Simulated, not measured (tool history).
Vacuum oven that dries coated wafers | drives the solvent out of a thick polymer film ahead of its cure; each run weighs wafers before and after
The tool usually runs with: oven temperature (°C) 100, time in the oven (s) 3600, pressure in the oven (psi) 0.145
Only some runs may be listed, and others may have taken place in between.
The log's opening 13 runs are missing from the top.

Run 14, day 42.271: usual settings. Result: solvent left in the film (%) 2.62.
Run 15, day 44.312: usual settings but oven temperature (°C) 113. Result: solvent left in the film (%) 1.13.
Run 16, day 46.675: usual settings but oven temperature (°C) 113. Result: solvent left in the film (%) 1.15.
Run 17, day 49.446: usual settings but oven temperature (°C) 94. Result: solvent left in the film (%) 4.21.
Run 18, day 53.004: usual settings but oven temperature (°C) 111. Result: solvent left in the film (%) 1.28.
Run 19, day 56.775: usual settings. Result: solvent left in the film (%) 2.77.
At day 58.8: oven's thermocouples calibrated.
Run 20, day 61.442: usual settings but oven temperature (°C) 113, time in the oven (s) 3000. Result: solvent left in the film (%) 1.2.
Run 21, day 64.967: usual settings but oven temperature (°C) 113, time in the oven (s) 3000. Result: solvent left in the film (%) 1.16.
Run 22, day 68.217: usual settings but oven temperature (°C) 113, time in the oven (s) 3000. Result: solvent left in the film (%) 1.27.
Run 23, day 72.088: usual settings but oven temperature (°C) 112, time in the oven (s) 1920, pressure in the oven (psi) 0.558. Result: solvent left in the film (%) 4.24.
Run 24, day 74.617: usual settings but oven temperature (°C) 112, time in the oven (s) 1920, pressure in the oven (psi) 0.558. Result: solvent left in the film (%) 4.32.
Run 25, day 78.471: usual settings but oven temperature (°C) 85, time in the oven (s) 2520, pressure in the oven (psi) 0.558. Result: solvent left in the film (%) 14.27.
Run 26, day 83.075: usual settings but oven temperature (°C) 106, time in the oven (s) 4200, pressure in the oven (psi) 0.093. Result: solvent left in the film (%) 1.3.
Run 27, day 86.967: usual settings but time in the oven (s) 1920. Result: solvent left in the film (%) 5.23.
Run 28, day 90.454: usual settings but oven temperature (°C) 98, time in the oven (s) 2820, pressure in the oven (psi) 0.107. Result: solvent left in the film (%) 3.79.
Run 29, day 93.088: usual settings but oven temperature (°C) 98, time in the oven (s) 2820, pressure in the oven (psi) 0.107. Result: solvent left in the film (%) 3.86.
Run 30, day 96.371: usual settings but oven temperature (°C) 98, time in the oven (s) 2820, pressure in the oven (psi) 0.107. Result: solvent left in the film (%) 3.91.
Run 31, day 99.483: usual settings but oven temperature (°C) 98, time in the oven (s) 2820, pressure in the oven (psi) 0.107. Result: solvent left in the film (%) 3.81.
Run 32, day 102.062: usual settings but oven temperature (°C) 93, time in the oven (s) 4920, pressure in the oven (psi) 0.148. Result: solvent left in the film (%) 3.83.
Run 33, day 104.933: usual settings but oven temperature (°C) 93, time in the oven (s) 4920, pressure in the oven (psi) 0.148. Result: solvent left in the film (%) 3.84.
Run 34, day 108.542: usual settings but oven temperature (°C) 94, time in the oven (s) 2640, pressure in the oven (psi) 0.519. Result: solvent left in the film (%) 9.52.
At day 111.242: vacuum gauge cleaned of residue and calibrated.
Run 35, day 111.983: usual settings but oven temperature (°C) 90, time in the oven (s) 2460, pressure in the oven (psi) 0.519. Result: solvent left in the film (%) 10.89.
Run 36, day 114.358: usual settings but time in the oven (s) 4860, pressure in the oven (psi) 0.48. Result: solvent left in the film (%) 4.55.
Run 37, day 117.338: usual settings but oven temperature (°C) 108, time in the oven (s) 2400, pressure in the oven (psi) 0.48. Result: solvent left in the film (%) 4.

Forecast each of these 3 alternatives for the next run:
Run A, day 121.925: usual settings but oven temperature (°C) 87, time in the oven (s) 3540, pressure in the oven (psi) 0.48. Result: solvent left in the film (%) ?.
Run B, day 121.925: usual settings but oven temperature (°C) 113, time in the oven (s) 3180, pressure in the oven (psi) 0.31. Result: solvent left in the film (%) ?.
Run C, day 121.925: usual settings but oven temperature (°C) 107. Result: solvent left in the film (%) ?.

run  solvent left in the film (%)
  A                         10.49
  B                             2
  C                          1.34
What these runs would have given with no unlogged condition in the tool:
run  solvent left in the film (%)
  A                          9.78
  B                          1.84
  C                          1.16
